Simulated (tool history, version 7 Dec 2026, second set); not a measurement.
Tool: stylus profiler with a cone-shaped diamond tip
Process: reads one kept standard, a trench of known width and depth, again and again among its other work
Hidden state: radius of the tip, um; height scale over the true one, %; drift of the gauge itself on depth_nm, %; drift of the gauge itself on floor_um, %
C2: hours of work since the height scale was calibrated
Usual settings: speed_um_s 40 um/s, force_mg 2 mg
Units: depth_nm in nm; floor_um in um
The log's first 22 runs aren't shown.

run 23 hour=772.6 | speed_um_s=29 force_mg=3.5 | scans_with_this_tip=12642 C2=1008 | depth_nm=101.02 floor_um=18.57
run 24 hour=791.8 | speed_um_s=40 force_mg=0.98 | scans_with_this_tip=12751 C2=1016 | depth_nm=100.43 floor_um=18.32
run 25 hour=838.3 | speed_um_s=40 force_mg=0.98 | scans_with_this_tip=13015 C2=1037 | depth_nm=100.47 floor_um=18.31
run 26 hour=884.8 | speed_um_s=40 force_mg=0.98 | scans_with_this_tip=13278 C2=1058 | depth_nm=100.39 floor_um=18.3
run 27 hour=906.7 | speed_um_s=115 force_mg=1.03 | scans_with_this_tip=13402 C2=1068 | depth_nm=100.5 floor_um=17.59
run 28 hour=949.1 | speed_um_s=115 force_mg=1.03 | scans_with_this_tip=13642 C2=1087 | depth_nm=100.42 floor_um=17.58
run 29 hour=969.3 | speed_um_s=89 force_mg=1.63 | scans_with_this_tip=13757 C2=1096 | depth_nm=100.57 floor_um=18.01
run 30 hour=998.7 | speed_um_s=21 force_mg=1.03 | scans_with_this_tip=13924 C2=1110 | depth_nm=100.45 floor_um=18.47
run 31 hour=1038.6 | speed_um_s=96 force_mg=5.46 | scans_with_this_tip=14150 C2=1128 | depth_nm=101.37 floor_um=18.34
run 32 hour=1062.7 | speed_um_s=25 force_mg=1.75 | scans_with_this_tip=14287 C2=1139 | depth_nm=100.62 floor_um=18.55
run 33 hour=1084.6 | speed_um_s=15 force_mg=0.7 | scans_with_this_tip=14411 C2=1149 | depth_nm=100.38 floor_um=18.52
run 34 hour=1127 | speed_um_s=15 force_mg=0.7 | scans_with_this_tip=14651 C2=1168 | depth_nm=100.31 floor_um=18.61
run 35 hour=1153.5 | speed_um_s=137 force_mg=2 | scans_with_this_tip=14801 C2=1180 | depth_nm=100.73 floor_um=17.75
run 36 hour=1200.5 | speed_um_s=27 force_mg=4.25 | scans_with_this_tip=15068 C2=1201 | depth_nm=101.13 floor_um=18.56
run 37 hour=1224.9 | speed_um_s=40 force_mg=2.51 | scans_with_this_tip=15206 C2=1212 | depth_nm=100.83 floor_um=18.5
run 38 hour=1269.1 | speed_um_s=40 force_mg=2.51 | scans_with_this_tip=15456 C2=1232 | depth_nm=100.81 floor_um=18.45
run 39 hour=1307 | speed_um_s=77 force_mg=0.98 | scans_with_this_tip=15671 C2=1249 | depth_nm=100.42 floor_um=17.98
run 40 hour=1341.5 | speed_um_s=16 force_mg=2.04 | scans_with_this_tip=15867 C2=1265 | depth_nm=100.72 floor_um=18.63
run 41 hour=1367 | speed_um_s=54 force_mg=3.68 | scans_with_this_tip=16012 C2=1276 | depth_nm=101.06 floor_um=18.51
run 42 hour=1405.3 | speed_um_s=54 force_mg=3.68 | scans_with_this_tip=16229 C2=1293 | depth_nm=101 floor_um=18.4
run 43 hour=1434.7 | speed_um_s=35 force_mg=3.68 | scans_with_this_tip=16396 C2=1307 | depth_nm=101.08 floor_um=18.53
run 44 hour=1463.8 | speed_um_s=146 force_mg=2.64 | scans_with_this_tip=16560 C2=1320 | depth_nm=100.82 floor_um=17.82

Forecast each of these 4 alternatives for the next run:
-- hour=1479.6 height scale calibrated on a step standard
run A hour=1508.2 | speed_um_s=38 force_mg=1.77 | scans_with_this_tip=16809 C2=13 | depth_nm=? floor_um=?
-- hour=1479.6 height scale calibrated on a step standard
run B hour=1508.2 | speed_um_s=157 force_mg=3.94 | scans_with_this_tip=16809 C2=13 | depth_nm=? floor_um=?
-- hour=1479.6 height scale calibrated on a step standard
run C hour=1508.2 | speed_um_s=65 force_mg=1.21 | scans_with_this_tip=16809 C2=13 | depth_nm=? floor_um=?
-- hour=1479.6 height scale calibrated on a step standard
run D hour=1508.2 | speed_um_s=146 force_mg=3.58 | scans_with_this_tip=16809 C2=13 | depth_nm=? floor_um=?

run=A depth_nm=100.71 floor_um=18.45
run=B depth_nm=101.06 floor_um=17.9
run=C depth_nm=100.48 floor_um=18.16
run=D depth_nm=101 floor_um=17.91
Without the tool's hidden state the same runs would have given:
run=A depth_nm=100.71 floor_um=18.46
run=B depth_nm=101.06 floor_um=17.91
run=C depth_nm=100.48 floor_um=18.18
run=D depth_nm=101 floor_um=17.92
